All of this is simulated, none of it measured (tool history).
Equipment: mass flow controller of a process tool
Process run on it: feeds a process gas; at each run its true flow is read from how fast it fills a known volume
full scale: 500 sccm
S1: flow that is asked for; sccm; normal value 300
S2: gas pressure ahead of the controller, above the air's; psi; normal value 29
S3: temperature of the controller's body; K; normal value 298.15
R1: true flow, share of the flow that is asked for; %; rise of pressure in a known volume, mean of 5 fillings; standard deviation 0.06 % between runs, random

{"run": 1, "day": 0.0, "S1": 300, "S2": 29, "S3": 298.15, "R1": 98.96}
{"run": 2, "day": 12.288, "S1": 300, "S2": 29, "S3": 298.15, "R1": 99}
{"run": 3, "day": 19.525, "S1": 300, "S2": 29, "S3": 298.15, "R1": 99.07}
{"run": 4, "day": 29.625, "S1": 300, "S2": 29, "S3": 298.15, "R1": 99}
{"run": 5, "day": 39.871, "S1": 300, "S2": 29, "S3": 298.15, "R1": 98.97}
{"run": 6, "day": 51.312, "S1": 300, "S2": 29, "S3": 298.15, "R1": 98.96}
{"run": 7, "day": 59.417, "S1": 300, "S2": 29, "S3": 298.15, "R1": 99.06}
{"run": 8, "day": 68.867, "S1": 300, "S2": 29, "S3": 298.15, "R1": 99.01}
{"run": 9, "day": 80.65, "S1": 300, "S2": 22.2, "S3": 298.15, "R1": 99.13}
{"run": 10, "day": 88.492, "S1": 300, "S2": 29.7, "S3": 298.15, "R1": 98.96}
{"run": 11, "day": 98.392, "S1": 300, "S2": 29.7, "S3": 298.15, "R1": 98.93}
{"run": 12, "day": 109.342, "S1": 300, "S2": 29.7, "S3": 298.15, "R1": 98.94}
{"run": 13, "day": 116.133, "S1": 300, "S2": 29, "S3": 298.15, "R1": 99.07}
{"run": 14, "day": 122.246, "S1": 174, "S2": 29, "S3": 298.15, "R1": 97.93}
{"run": 15, "day": 135.058, "S1": 174, "S2": 29, "S3": 300.15, "R1": 98.19}
{"run": 16, "day": 143.129, "S1": 300, "S2": 29, "S3": 307.15, "R1": 99.95}
{"run": 17, "day": 155.938, "S1": 300, "S2": 29, "S3": 307.15, "R1": 99.96}
{"run": 18, "day": 169.35, "S1": 300, "S2": 29, "S3": 307.15, "R1": 99.93}
{"run": 19, "day": 175.783, "S1": 300, "S2": 29, "S3": 294.15, "R1": 98.49}
{"run": 20, "day": 181.558, "S1": 300, "S2": 29, "S3": 294.15, "R1": 98.54}
{"run": 21, "day": 190.512, "S1": 300, "S2": 29, "S3": 298.15, "R1": 98.88}
{"run": 22, "day": 203.188, "S1": 151, "S2": 29, "S3": 298.15, "R1": 97.31}
{"run": 23, "day": 216.608, "S1": 151, "S2": 29, "S3": 298.15, "R1": 97.37}
{"run": 24, "day": 223.217, "S1": 151, "S2": 29, "S3": 298.15, "R1": 97.42}
{"run": 25, "day": 236.642, "S1": 151, "S2": 29, "S3": 298.15, "R1": 97.34}
{"run": 26, "day": 248.775, "S1": 123, "S2": 31.2, "S3": 298.15, "R1": 96.68}
{"run": 27, "day": 258.488, "S1": 62, "S2": 20.7, "S3": 297.15, "R1": 93.92}
{"run": 28, "day": 271.179, "S1": 109, "S2": 29, "S3": 305.15, "R1": 97}
{"run": 29, "day": 281.8, "S1": 170, "S2": 21.2, "S3": 298.15, "R1": 97.75}
{"run": 30, "day": 293.279, "S1": 389, "S2": 35.5, "S3": 312.15, "R1": 100.93}
{"run": 31, "day": 305.142, "S1": 106, "S2": 33.9, "S3": 298.15, "R1": 95.88}
{"run": 32, "day": 313.346, "S1": 61, "S2": 29, "S3": 313.15, "R1": 94.98}
{"run": 33, "day": 318.858, "S1": 155, "S2": 30.3, "S3": 294.15, "R1": 96.72}
{"run": 34, "day": 329.846, "S1": 89, "S2": 23.1, "S3": 295.15, "R1": 94.87}
{"run": 35, "day": 340.846, "S1": 171, "S2": 29, "S3": 301.15, "R1": 97.8}
{"run": 36, "day": 352.762, "S1": 171, "S2": 29, "S3": 301.15, "R1": 97.72}
{"run": 37, "day": 363.846, "S1": 355, "S2": 23.9, "S3": 298.15, "R1": 99.32}
{"run": 38, "day": 374.258, "S1": 355, "S2": 28.3, "S3": 306.15, "R1": 100.21}
{"run": 39, "day": 385.092, "S1": 300, "S2": 32.2, "S3": 309.15, "R1": 99.99}
{"run": 40, "day": 392.904, "S1": 300, "S2": 25.8, "S3": 298.15, "R1": 98.86}
{"run": 41, "day": 404.479, "S1": 63, "S2": 27.4, "S3": 298.15, "R1": 92.84}
{"run": 42, "day": 416.046, "S1": 63, "S2": 27.4, "S3": 298.15, "R1": 92.64}
{"run": 43, "day": 422.354, "S1": 63, "S2": 27.4, "S3": 298.15, "R1": 92.59}
{"run": 44, "day": 431.667, "S1": 182, "S2": 31, "S3": 312.15, "R1": 98.94}
{"run": 45, "day": 438.262, "S1": 58, "S2": 30, "S3": 310.15, "R1": 93.16}
{"run": 46, "day": 445.212, "S1": 58, "S2": 34.7, "S3": 310.15, "R1": 92.96}
{"run": 47, "day": 456.875, "S1": 83, "S2": 26.3, "S3": 306.15, "R1": 95.04}

Branching from run 47: 4 alternative next runs. What would each branch give?
{"run": "A", "day": 462.912, "S1": 295, "S2": 29, "S3": 299.15, "R1": "?"}
{"run": "B", "day": 462.912, "S1": 80, "S2": 22.6, "S3": 309.15, "R1": "?"}
{"run": "C", "day": 462.912, "S1": 213, "S2": 27.3, "S3": 302.15, "R1": "?"}
{"run": "D", "day": 462.912, "S1": 51, "S2": 26.3, "S3": 306.15, "R1": "?"}

run=A R1=98.84
run=B R1=95.14
run=C R1=98.23
run=D R1=91.43
Without the tool's unlogged condition, the same runs would have read:
run=A R1=99.36
run=B R1=99.77
run=C R1=99.34
run=D R1=99.28

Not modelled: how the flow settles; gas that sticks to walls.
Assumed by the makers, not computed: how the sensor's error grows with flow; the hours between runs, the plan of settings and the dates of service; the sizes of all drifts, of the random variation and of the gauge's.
